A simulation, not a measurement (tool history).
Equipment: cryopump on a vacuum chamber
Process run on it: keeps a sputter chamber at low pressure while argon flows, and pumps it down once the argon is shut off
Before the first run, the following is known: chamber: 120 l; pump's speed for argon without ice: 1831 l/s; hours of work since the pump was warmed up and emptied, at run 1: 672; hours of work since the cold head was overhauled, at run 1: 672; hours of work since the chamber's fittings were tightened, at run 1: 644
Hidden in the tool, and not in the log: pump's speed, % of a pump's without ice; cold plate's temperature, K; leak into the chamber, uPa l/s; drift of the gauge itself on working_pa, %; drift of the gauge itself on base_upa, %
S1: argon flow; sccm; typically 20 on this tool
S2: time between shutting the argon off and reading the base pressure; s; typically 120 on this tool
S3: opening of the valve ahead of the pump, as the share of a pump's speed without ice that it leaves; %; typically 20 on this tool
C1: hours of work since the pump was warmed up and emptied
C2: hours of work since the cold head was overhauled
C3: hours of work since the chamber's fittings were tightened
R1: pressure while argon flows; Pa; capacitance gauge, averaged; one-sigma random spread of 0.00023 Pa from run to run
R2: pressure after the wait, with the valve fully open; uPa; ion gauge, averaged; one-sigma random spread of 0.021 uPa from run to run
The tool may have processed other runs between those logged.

run   hour  S1   S2  S3   C1    C2    C3      R1    R2
  1      0  20  120  20  672   672   644  0.0949  0.67
  2   18.4  20  120  20  688   688   660  0.0947  0.67
  3   32.1  20  120  20  700   700   672  0.0951   0.7
  4     43  20  120  20  709   709   682  0.0947   0.7
  5   61.3  20   49  20  726   726   698  0.0953     1
  6     70  20  120  20  733   733   705  0.0955   0.7
  7   88.1  21  120  20  749   749   721  0.0995  0.68
  8   98.8  18  120  20  759   759   731  0.0854  0.69
  9  117.4  18  120  20  775   775   747  0.0855  0.71
 10  131.5  20  120  20  787   787   760  0.0954  0.74
 11  140.6  20  120  20  796   796   768  0.0952   0.7
 12  157.7  20  120  20  811   811   783  0.0951  0.72
 13  169.7  20  120  20  821   821   793  0.0955  0.73
 14  185.4  20  120  20  835   835   807   0.095  0.77
 15  196.8  20  120  20  845   845   817  0.0953  0.72
     203.2  -- pump warmed up, emptied and cooled again
 16  218.8  20  120  20   14   860   832   0.092  0.68
 17    233  30  120  20   26   873   845  0.1387  0.63
 18  250.6  30  120  20   42   888   860   0.139  0.75
 19  265.2  21   28  20   55   901   873  0.0975  1.48
 20    285  21   28  20   72   918   891  0.0972  1.51
 21  293.5  21   28  20   80   926   898  0.0977  1.46
 22  309.7  21  221  20   94   940   912  0.0978  0.59
 23  330.2  21  221  20  112   958   930  0.0976  0.61
 24  344.7  21  221  20  125   971   943  0.0976  0.63
 25  353.3  32  163  59  132   979   951  0.0512  0.68
 26  371.2  10   23  34  148   994   967  0.0276  1.72
 27  387.6  10   23  34  163  1009   981  0.0277  1.73
 28  405.1  38  120  27  178  1024   997  0.1315  0.74
 29  416.4  18   22  51  188  1034  1007  0.0331  1.79
 30  433.5  18   22  51  203  1049  1022  0.0338  1.79
 31  444.7  18   22  51  213  1059  1031  0.0336  1.84
 32  458.3  14  108  22  225  1071  1043  0.0597  0.79
 33  478.3  20   53  20  243  1089  1061   0.093  1.08
 34  492.5  20   53  20  255  1101  1074  0.0936  1.08

Subtracting, for every run, the result it would have given without the tool's unlogged condition from the measured result gives the following. The same run-to-run variation enters both numbers; the gauge's scatter may not:
run       R1     R2
  1  +0.0023  +0.26
  2  +0.0024  +0.27
  3  +0.0025  +0.28
  4  +0.0025  +0.28
  5  +0.0026  +0.29
  6  +0.0026  +0.29
  7  +0.0027   +0.3
  8  +0.0024  +0.31
  9  +0.0025  +0.31
 10  +0.0028  +0.32
 11  +0.0028  +0.31
 12  +0.0029  +0.33
 13   +0.003  +0.33
 14   +0.003  +0.34
 15  +0.0031  +0.34
 16  +0.0003  +0.28
 17  +0.0005  +0.27
 18  +0.0006  +0.31
 19  +0.0004   +0.3
 20  +0.0005  +0.31
 21  +0.0006  +0.31
 22  +0.0006  +0.32
 23  +0.0006  +0.31
 24  +0.0007  +0.33
 25  +0.0011  +0.33
 26  +0.0004  +0.33
 27  +0.0004  +0.34
 28  +0.0016  +0.35
 29  +0.0008  +0.35
 30  +0.0009  +0.36
 31  +0.0009  +0.37
 32  +0.0007  +0.37
 33   +0.001  +0.38
 34  +0.0011  +0.39
